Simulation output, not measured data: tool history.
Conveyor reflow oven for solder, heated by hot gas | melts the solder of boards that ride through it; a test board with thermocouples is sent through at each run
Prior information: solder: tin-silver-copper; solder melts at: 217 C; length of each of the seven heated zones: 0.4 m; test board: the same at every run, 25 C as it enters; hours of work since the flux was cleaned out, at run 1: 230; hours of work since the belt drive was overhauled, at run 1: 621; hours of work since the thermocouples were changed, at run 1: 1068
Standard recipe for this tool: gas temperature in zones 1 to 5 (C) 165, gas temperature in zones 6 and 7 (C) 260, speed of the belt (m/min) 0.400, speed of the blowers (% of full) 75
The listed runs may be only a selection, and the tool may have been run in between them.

run     day  gas temperature in zones 1 to 5 (C)  gas temperature in zones 6 and 7 (C)  speed of the belt (m/min)  speed of the blowers (% of full)  hours of work since the flux was cleaned out  hours of work since the belt drive was overhauled  hours of work since the thermocouples were changed  highest temperature of the board (C)  time above the solder's melting point (s)
  1   0.000                                  165                                   260                      0.400                                75                                           230                                                621                                                1068                                 242.5                                       71.8
  2   1.933                                  165                                   273                      0.400                                75                                           260                                                651                                                1098                                 252.8                                       85.2
  3   3.729                                  153                                   260                      0.400                                75                                           288                                                679                                                1126                                 240.0                                       62.7
  4   7.629                                  153                                   260                      0.400                                75                                           349                                                740                                                1187                                 238.8                                       60.6
  5  10.800                                  165                                   260                      0.400                                75                                           399                                                790                                                1237                                 241.2                                       68.7
     11.983  -- thermocouples of zones 6 and 7 changed
  6  13.579                                  165                                   260                      0.400                                75                                           441                                                832                                                  25                                 241.3                                       70.9
     16.779  -- flux residue cleaned out of gas plates and filters
  7  17.842                                  165                                   260                      0.400                                75                                            17                                                896                                                  89                                 246.2                                       79.3
  8  19.933                                  165                                   254                      0.400                                75                                            49                                                929                                                 121                                 240.4                                       71.4
  9  24.083                                  165                                   269                      0.400                                75                                           115                                                994                                                 186                                 252.8                                       87.6
 10  27.275                                  165                                   269                      0.400                                75                                           165                                               1044                                                 236                                 252.7                                       86.9
 11  29.675                                  165                                   260                      0.400                                75                                           202                                               1081                                                 274                                 244.0                                       75.4
 12  31.683                                  165                                   260                      0.400                                75                                           234                                               1113                                                 306                                 244.4                                       75.3
 13  34.079                                  165                                   260                      0.400                                75                                           271                                               1150                                                 343                                 243.8                                       75.5
 14  37.979                                  165                                   260                      0.400                                75                                           332                                               1211                                                 404                                 242.9                                       73.1
 15  41.912                                  165                                   260                      0.400                                75                                           394                                               1273                                                 466                                 242.5                                       72.1
 16  45.746                                  177                                   251                      0.327                                65                                           454                                               1333                                                 526                                 239.7                                       95.1
     48.062  -- flux residue cleaned out of gas plates and filters
 17  49.792                                  179                                   265                      0.326                                80                                            27                                               1393                                                 586                                 257.7                                      125.5
 18  52.242                                  179                                   265                      0.326                                80                                            65                                               1432                                                 624                                 257.0                                      127.4
 19  55.662                                  175                                   250                      0.326                                80                                           119                                               1485                                                 678                                 242.7                                      105.5
 20  59.379                                  175                                   250                      0.326                                80                                           177                                               1544                                                 736                                 241.1                                      104.7
 21  62.279                                  175                                   250                      0.441                                80                                           223                                               1589                                                 782                                 235.5                                       59.4
 22  66.021                                  170                                   250                      0.404                                54                                           281                                               1648                                                 840                                 230.0                                       48.4
 23  68.575                                  170                                   250                      0.404                                54                                           321                                               1688                                                 880                                 229.2                                       47.8
 24  70.654                                  170                                   250                      0.404                                54                                           354                                               1720                                                 913                                 228.8                                       46.5
     71.479  -- belt drive overhauled, speed set with a stopwatch
 25  73.150                                  168                                   260                      0.456                                60                                           391                                                 26                                                 950                                 232.4                                       44.7
 26  76.338                                  168                                   260                      0.456                                60                                           441                                                 76                                                1000                                 231.9                                       43.0
 27  78.754                                  168                                   249                      0.428                                60                                           478                                                114                                                1037                                 225.5                                       31.8
     79.538  -- flux residue cleaned out of gas plates and filters
 28  81.996                                  168                                   249                      0.428                                60                                            39                                                162                                                1085                                 229.6                                       42.3
 29  84.708                                  168                                   249                      0.428                                60                                            81                                                204                                                1127                                 229.6                                       42.2

Entry by entry between the runs, the difference in hidden state between the last listed run before and the first listed run after:
After run 5, before run 6: thermocouples of zones 6 and 7 changed (day 11.983)
  heat that the gas passes to the board, % of a clean oven's: 85 -> 83.6; belt's true speed, % of the reading: 98.89 -> 98.84; true gas temperature in zones 6 and 7 over the reading, C: -2.43 -> -0.05
  measured result minus the result with no hidden state, highest temperature of the board (C): -5.6 -> -4.0; time above the solder's melting point (s): -9.7 -> -7.3
After run 6, before run 7: flux residue cleaned out of gas plates and filters (day 16.779)
  heat that the gas passes to the board, % of a clean oven's: 83.6 -> 99.3; belt's true speed, % of the reading: 98.84 -> 98.75; true gas temperature in zones 6 and 7 over the reading, C: -0.05 -> -0.16
  measured result minus the result with no hidden state, highest temperature of the board (C): -4.0 -> +0.1; time above the solder's melting point (s): -7.3 -> +1.2
After run 16, before run 17: flux residue cleaned out of gas plates and filters (day 48.062)
  heat that the gas passes to the board, % of a clean oven's: 82.4 -> 98.9; belt's true speed, % of the reading: 98.19 -> 98.11; true gas temperature in zones 6 and 7 over the reading, C: -0.97 -> -1.07
  measured result minus the result with no hidden state, highest temperature of the board (C): -3.3 -> -0.8; time above the solder's melting point (s): -7.1 -> +1.8
After run 24, before run 25: belt drive overhauled, speed set with a stopwatch (day 71.479)
  heat that the gas passes to the board, % of a clean oven's: 85.9 -> 84.7; belt's true speed, % of the reading: 97.69 -> 99.77; true gas temperature in zones 6 and 7 over the reading, C: -1.68 -> -1.75
  measured result minus the result with no hidden state, highest temperature of the board (C): -3.5 -> -5.6; time above the solder's melting point (s): -8.8 -> -11.5
After run 27, before run 28: flux residue cleaned out of gas plates and filters (day 79.538)
  heat that the gas passes to the board, % of a clean oven's: 81.9 -> 98.1; belt's true speed, % of the reading: 99.66 -> 99.6; true gas temperature in zones 6 and 7 over the reading, C: -1.91 -> -2.01
  measured result minus the result with no hidden state, highest temperature of the board (C): -5.9 -> -1.9; time above the solder's melting point (s): -16.9 -> -4.3
